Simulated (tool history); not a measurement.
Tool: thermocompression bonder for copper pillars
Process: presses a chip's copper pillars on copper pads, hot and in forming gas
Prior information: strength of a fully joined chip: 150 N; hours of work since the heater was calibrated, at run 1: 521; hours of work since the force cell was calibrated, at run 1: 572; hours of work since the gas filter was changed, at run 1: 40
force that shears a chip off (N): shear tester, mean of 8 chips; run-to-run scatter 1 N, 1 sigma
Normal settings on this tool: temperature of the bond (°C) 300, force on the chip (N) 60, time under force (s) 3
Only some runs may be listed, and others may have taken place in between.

| run | hour | temperature of the bond (°C) | force on the chip (N) | time under force (s) | hours of work since the heater was calibrated | hours of work since the force cell was calibrated | hours of work since the gas filter was changed | force that shears a chip off (N) |
|---|---|---|---|---|---|---|---|---|
| 1 | 0 | 300 | 60 | 3 | 521 | 572 | 40 | 95.3 |
| 2 | 39.6 | 300 | 60 | 3 | 545 | 596 | 64 | 93.8 |
| 3 | 69.2 | 300 | 60 | 8 | 563 | 614 | 82 | 117.9 |
| 4 | 126 | 300 | 60 | 8 | 597 | 648 | 116 | 115.4 |
| 5 | 164.4 | 300 | 60 | 3 | 621 | 671 | 139 | 89.1 |
|  | 168.7 | forming gas filter changed |
| 6 | 191.9 | 300 | 60 | 5 | 637 | 688 | 14 | 110.1 |
| 7 | 241.8 | 300 | 60 | 5 | 667 | 718 | 44 | 109.4 |
| 8 | 266 | 300 | 60 | 5 | 682 | 733 | 59 | 108.7 |
|  | 282.2 | heater calibrated with a thermocouple chip |
| 9 | 294 | 300 | 60 | 5 | 7 | 749 | 75 | 96.9 |
| 10 | 350.6 | 300 | 56 | 3 | 42 | 783 | 109 | 80.7 |
| 11 | 389.4 | 300 | 56 | 3 | 65 | 806 | 133 | 79.1 |
|  | 403.3 | forming gas filter changed |
| 12 | 416 | 300 | 56 | 3 | 81 | 822 | 8 | 86.4 |
| 13 | 474.3 | 300 | 56 | 3 | 116 | 858 | 43 | 83.9 |
| 14 | 511.6 | 300 | 60 | 3 | 139 | 880 | 66 | 86.3 |
| 15 | 544.6 | 276 | 60 | 3 | 159 | 900 | 86 | 67.2 |
| 16 | 591.4 | 276 | 60 | 3 | 187 | 929 | 114 | 64.6 |
| 17 | 619.6 | 276 | 60 | 3 | 205 | 946 | 131 | 63.5 |
|  | 635.5 | forming gas filter changed |
| 18 | 664.3 | 276 | 60 | 3 | 231 | 973 | 17 | 69.6 |
| 19 | 689.3 | 276 | 60 | 3 | 247 | 988 | 33 | 70.6 |
| 20 | 731.6 | 300 | 60 | 3 | 272 | 1014 | 58 | 87.7 |
| 21 | 755.6 | 300 | 60 | 7 | 287 | 1028 | 73 | 107.9 |
| 22 | 795.6 | 289 | 75 | 3 | 311 | 1052 | 97 | 85.7 |
| 23 | 822.2 | 327 | 60 | 4 | 327 | 1069 | 113 | 113.7 |
|  | 868.1 | forming gas filter changed |
| 24 | 879.6 | 302 | 75 | 3 | 362 | 1103 | 7 | 101.9 |
| 25 | 928 | 300 | 60 | 2 | 391 | 1132 | 36 | 80.5 |
| 26 | 959 | 310 | 68 | 3 | 410 | 1151 | 55 | 103.4 |
| 27 | 1009.2 | 300 | 42 | 8 | 440 | 1182 | 86 | 103.5 |
| 28 | 1043.9 | 285 | 41 | 6 | 461 | 1203 | 107 | 82.2 |
| 29 | 1081 | 271 | 37 | 3 | 484 | 1225 | 129 | 51.9 |
|  | 1101 | forming gas filter changed |
| 30 | 1115.7 | 291 | 60 | 2 | 505 | 1246 | 9 | 78.7 |
| 31 | 1143.7 | 285 | 60 | 5 | 522 | 1263 | 26 | 95.3 |
| 32 | 1168.5 | 285 | 60 | 3 | 537 | 1278 | 41 | 80.3 |
| 33 | 1199.3 | 285 | 60 | 3 | 556 | 1297 | 60 | 78.3 |
| 34 | 1258.3 | 324 | 47 | 3 | 591 | 1333 | 95 | 101.8 |
| 35 | 1288.6 | 301 | 62 | 3 | 610 | 1351 | 114 | 90.6 |
| 36 | 1314.2 | 315 | 73 | 5 | 625 | 1367 | 129 | 118.2 |
|  | 1325.1 | force cell calibrated |
|  | 1335.6 | forming gas filter changed |
| 37 | 1342.2 | 315 | 73 | 5 | 641 | 10 | 4 | 125.5 |
| 38 | 1386.4 | 315 | 73 | 5 | 668 | 37 | 31 | 126.1 |
|  | 1422.4 | heater calibrated with a thermocouple chip |
| 39 | 1422.4 | 274 | 84 | 5 | 0 | 58 | 52 | 87.5 |

Below, each run's measurement less what the same run would have read without the hidden state. Both values contain the same run-to-run variation, but the gauge's scatter may not be the same in both:
Hidden state at play: true temperature of the bond over the reading, C; force that reaches the chip, % of what is set; oxide that the forming gas leaves, % of the face; drift of the gauge itself on shear_n, %.
| run | force that shears a chip off (N) |
|---|---|
| 1 | +6.2 |
| 2 | +5 |
| 3 | +2 |
| 4 | -0.1 |
| 5 | +1.7 |
| 6 | +8.3 |
| 7 | +6.8 |
| 8 | +5.9 |
| 9 | -5.5 |
| 10 | -5.9 |
| 11 | -6.9 |
| 12 | -0.4 |
| 13 | -1.7 |
| 14 | -2.7 |
| 15 | -2.3 |
| 16 | -3.2 |
| 17 | -3.6 |
| 18 | +1.6 |
| 19 | +1.3 |
| 20 | -0.4 |
| 21 | -2.2 |
| 22 | -1.7 |
| 23 | -5.6 |
| 24 | +3.8 |
| 25 | +2.9 |
| 26 | +1.3 |
| 27 | -0.2 |
| 28 | +0.4 |
| 29 | +1 |
| 30 | +5.9 |
| 31 | +5.6 |
| 32 | +4.9 |
| 33 | +4.2 |
| 34 | +0.6 |
| 35 | +0.9 |
| 36 | -3.7 |
| 37 | +7 |
| 38 | +5.5 |
| 39 | -3.2 |
